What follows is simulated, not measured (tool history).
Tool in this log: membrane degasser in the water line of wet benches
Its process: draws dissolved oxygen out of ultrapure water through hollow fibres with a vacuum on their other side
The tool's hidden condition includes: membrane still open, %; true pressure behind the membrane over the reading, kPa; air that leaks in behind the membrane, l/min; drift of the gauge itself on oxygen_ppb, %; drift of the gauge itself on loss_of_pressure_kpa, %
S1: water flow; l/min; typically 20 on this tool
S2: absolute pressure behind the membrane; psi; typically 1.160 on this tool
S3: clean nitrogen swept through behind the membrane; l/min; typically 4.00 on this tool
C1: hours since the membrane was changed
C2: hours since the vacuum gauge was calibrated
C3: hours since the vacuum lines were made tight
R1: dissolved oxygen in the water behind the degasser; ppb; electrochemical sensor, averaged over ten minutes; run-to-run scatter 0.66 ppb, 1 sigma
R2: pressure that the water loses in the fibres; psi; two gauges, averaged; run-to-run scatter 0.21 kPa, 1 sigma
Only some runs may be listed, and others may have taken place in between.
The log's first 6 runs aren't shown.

Run 7, hour 1432.0: usual settings but S1 32 l/min; C1 6377; C2 2531; C3 491. Result: R1 149.9 ppb, R2 11.895 psi.
Run 8, hour 1586.3: usual settings but S1 26 l/min; C1 6531; C2 2685; C3 646. Result: R1 113.8 ppb, R2 9.635 psi.
Run 9, hour 1857.2: usual settings but S1 26 l/min; C1 6802; C2 2956; C3 916. Result: R1 114.8 ppb, R2 9.655 psi.
Run 10, hour 2052.1: usual settings but S1 26 l/min; C1 6997; C2 3151; C3 1111. Result: R1 113.9 ppb, R2 9.723 psi.
Run 11, hour 2353.0: usual settings but S1 26 l/min; C1 7298; C2 3452; C3 1412. Result: R1 114.4 ppb, R2 9.649 psi.
Run 12, hour 2597.8: usual settings but S1 26 l/min; C1 7543; C2 3697; C3 1657. Result: R1 114.7 ppb, R2 9.670 psi.
Run 13, hour 2838.3: usual settings but S1 26 l/min; C1 7783; C2 3937; C3 1897. Result: R1 116.3 ppb, R2 9.632 psi.
At hour 2904.3: vacuum gauge calibrated.
Run 14, hour 2992.3: usual settings but S1 26 l/min, S2 1.184 psi; C1 7937; C2 88; C3 2051. Result: R1 116.4 ppb, R2 9.681 psi.
Run 15, hour 3339.6: usual settings; C1 8284; C2 435; C3 2398. Result: R1 79.1 ppb, R2 7.453 psi.
Run 16, hour 3529.1: usual settings; C1 8474; C2 625; C3 2588. Result: R1 79.5 ppb, R2 7.488 psi.
Run 17, hour 3724.0: usual settings but S1 17 l/min; C1 8669; C2 820; C3 2783. Result: R1 65.5 ppb, R2 6.348 psi.
Run 18, hour 4041.0: usual settings but S1 17 l/min; C1 8985; C2 1137; C3 3100. Result: R1 63.9 ppb, R2 6.302 psi.
Run 19, hour 4326.0: usual settings but S1 17 l/min; C1 9270; C2 1422; C3 3385. Result: R1 64.9 ppb, R2 6.416 psi.
Run 20, hour 4680.8: usual settings but S1 17 l/min, S2 1.794 psi, S3 3.36 l/min; C1 9625; C2 1776; C3 3739. Result: R1 128.4 ppb, R2 6.469 psi.
Run 21, hour 4837.5: usual settings but S1 14 l/min, S2 1.973 psi; C1 9782; C2 1933; C3 3896. Result: R1 99.1 ppb, R2 5.261 psi.
Run 22, hour 4997.2: usual settings but S1 30 l/min, S2 2.503 psi; C1 9942; C2 2093; C3 4056. Result: R1 301.8 ppb, R2 11.251 psi.
Run 23, hour 5181.4: usual settings but S1 13 l/min, S2 0.708 psi, S3 3.78 l/min; C1 10126; C2 2277; C3 4240. Result: R1 22.0 ppb, R2 4.917 psi.
Run 24, hour 5448.3: usual settings but S1 13 l/min, S2 0.708 psi, S3 10.21 l/min; C1 10393; C2 2544; C3 4507. Result: R1 13.1 ppb, R2 4.921 psi.
Run 25, hour 5649.8: usual settings but S1 15 l/min, S2 1.932 psi, S3 3.47 l/min; C1 10594; C2 2745; C3 4708. Result: R1 119.6 ppb, R2 5.641 psi.
Run 26, hour 5843.5: usual settings but S1 32 l/min, S2 0.785 psi, S3 2.45 l/min; C1 10788; C2 2939; C3 4902. Result: R1 132.5 ppb, R2 12.064 psi.
Run 27, hour 6189.3: usual settings but S2 2.535 psi; C1 11134; C2 3285; C3 5248. Result: R1 196.2 ppb, R2 7.612 psi.
Run 28, hour 6521.0: usual settings but S2 1.259 psi; C1 11466; C2 3617; C3 5580. Result: R1 93.4 ppb, R2 7.552 psi.
Run 29, hour 6828.1: usual settings but S2 1.259 psi; C1 11773; C2 3924; C3 5887. Result: R1 93.0 ppb, R2 7.604 psi.
At hour 6913.3: vacuum gauge calibrated.
Run 30, hour 7021.0: usual settings but S2 1.259 psi; C1 11965; C2 108; C3 6079. Result: R1 91.3 ppb, R2 7.581 psi.

Each row is a separate what-if for the run after 30, all from the same tool condition, not one after another. Results?
At hour 7205.3: seals of the vacuum lines changed.
Run A, hour 7210.9: usual settings but S2 2.718 psi, S3 5.67 l/min; C1 12153; C2 296; C3 6. Result: R1 ?, R2 ?.
At hour 7205.3: seals of the vacuum lines changed.
Run B, hour 7210.9: usual settings but S1 22 l/min; C1 12153; C2 296; C3 6. Result: R1 ?, R2 ?.
At hour 7205.3: seals of the vacuum lines changed.
Run C, hour 7210.9: usual settings but S2 0.698 psi, S3 5.95 l/min; C1 12153; C2 296; C3 6. Result: R1 ?, R2 ?.
At hour 7205.3: seals of the vacuum lines changed.
Run D, hour 7210.9: usual settings but S1 31 l/min; C1 12153; C2 296; C3 6. Result: R1 ?, R2 ?.
At hour 7205.3: seals of the vacuum lines changed.
Run E, hour 7210.9: usual settings but S1 31 l/min, S2 1.714 psi, S3 10.75 l/min; C1 12153; C2 296; C3 6. Result: R1 ?, R2 ?.

run     R1      R2
  A  155.3   7.527
  B   93.5   8.319
  C   38.0   7.584
  D  148.2  11.777
  E  122.0  11.802
Take away the tool's hidden state, keep each run's random variation, and the runs would have read:
run     R1      R2
  A  149.1   7.146
  B   85.6   7.899
  C   31.5   7.200
  D  134.1  11.182
  E  107.9  11.207
